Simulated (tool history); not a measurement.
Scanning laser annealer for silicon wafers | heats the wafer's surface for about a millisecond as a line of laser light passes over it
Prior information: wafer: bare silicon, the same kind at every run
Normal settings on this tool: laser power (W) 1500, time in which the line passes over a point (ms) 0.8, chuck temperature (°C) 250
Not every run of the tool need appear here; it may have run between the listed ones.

run    day  laser power (W)  time in which the line passes over a point (ms)  chuck temperature (°C)  highest temperature of the surface (°C)
  1      0             1500                                              0.8                     250                                      963
  2  0.567             1500                                              0.8                     270                                      984
  3  1.083             1500                                             0.71                     270                                      947
  4  1.725             1500                                             0.71                     270                                      947
  5  2.262             1500                                            0.755                     250                                      947
  6  2.792             1500                                              0.8                     257                                      972
  7  3.458             1435                                            0.568                     250                                      831
  8  3.846             1539                                             0.57                     250                                      885
     4.079  -- optics aligned, line set to its width
  9  4.608             1480                                             0.57                     224                                      826
 10  4.988             1500                                            0.947                     230                                      995
 11  5.442             1351                                              0.8                     239                                      865

Per-run results on a tool with no hidden state, each run keeping its own random variation:
Hidden state at play: light that passes the window, % of a clean one's; laser's true power over the reading, %; width of the line over the set one, %; drift of the gauge itself on peak_c, C.
run  highest temperature of the surface (°C)
  1                                      971
  2                                      993
  3                                      956
  4                                      955
  5                                      956
  6                                      983
  7                                      840
  8                                      895
  9                                      837
 10                                     1010
 11                                      878
